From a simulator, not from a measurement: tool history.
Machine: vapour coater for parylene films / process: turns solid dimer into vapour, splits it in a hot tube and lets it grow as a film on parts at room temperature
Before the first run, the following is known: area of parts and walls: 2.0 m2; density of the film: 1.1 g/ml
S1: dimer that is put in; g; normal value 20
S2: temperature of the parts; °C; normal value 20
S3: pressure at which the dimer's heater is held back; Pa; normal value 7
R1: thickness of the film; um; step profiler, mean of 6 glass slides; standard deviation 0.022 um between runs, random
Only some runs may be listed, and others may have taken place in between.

{"run": 1, "hour": 0.0, "S1": 20, "S2": 20, "S3": 7, "R1": 3.57}
{"run": 2, "hour": 22.2, "S1": 20, "S2": 20, "S3": 7, "R1": 3.57}
{"run": 3, "hour": 39.7, "S1": 20, "S2": 20, "S3": 7, "R1": 3.57}
{"run": 4, "hour": 56.5, "S1": 20, "S2": 20, "S3": 7, "R1": 3.59}
{"run": 5, "hour": 74.7, "S1": 20, "S2": 20, "S3": 7, "R1": 3.54}
{"run": 6, "hour": 95.7, "S1": 20, "S2": 20, "S3": 7.75, "R1": 3.5}
{"run": 7, "hour": 107.6, "S1": 18, "S2": 20, "S3": 10.21, "R1": 2.92}
{"hour": 113.0, "done": "trap's valve overhauled"}
{"run": 8, "hour": 125.4, "S1": 31, "S2": 22, "S3": 10.21, "R1": 4.65}
{"run": 9, "hour": 144.9, "S1": 8, "S2": 13, "S3": 7, "R1": 1.64}
{"run": 10, "hour": 161.1, "S1": 12, "S2": 25, "S3": 10.19, "R1": 1.67}
{"run": 11, "hour": 185.1, "S1": 13, "S2": 23, "S3": 2.42, "R1": 2.63}

Here are 4 independent what-if runs from the current tool condition. What would each one return?
{"run": "A", "hour": 200.0, "S1": 20, "S2": 20, "S3": 4.07, "R1": "?"}
{"run": "B", "hour": 200.0, "S1": 18, "S2": 19, "S3": 7, "R1": "?"}
{"run": "C", "hour": 200.0, "S1": 16, "S2": 16, "S3": 7, "R1": "?"}
{"run": "D", "hour": 200.0, "S1": 14, "S2": 29, "S3": 9.74, "R1": "?"}

run=A R1=3.91
run=B R1=3.14
run=C R1=3.03
run=D R1=1.77
What these runs would have given with no unlogged condition in the tool:
run=A R1=4.32
run=B R1=3.47
run=C R1=3.35
run=D R1=1.95
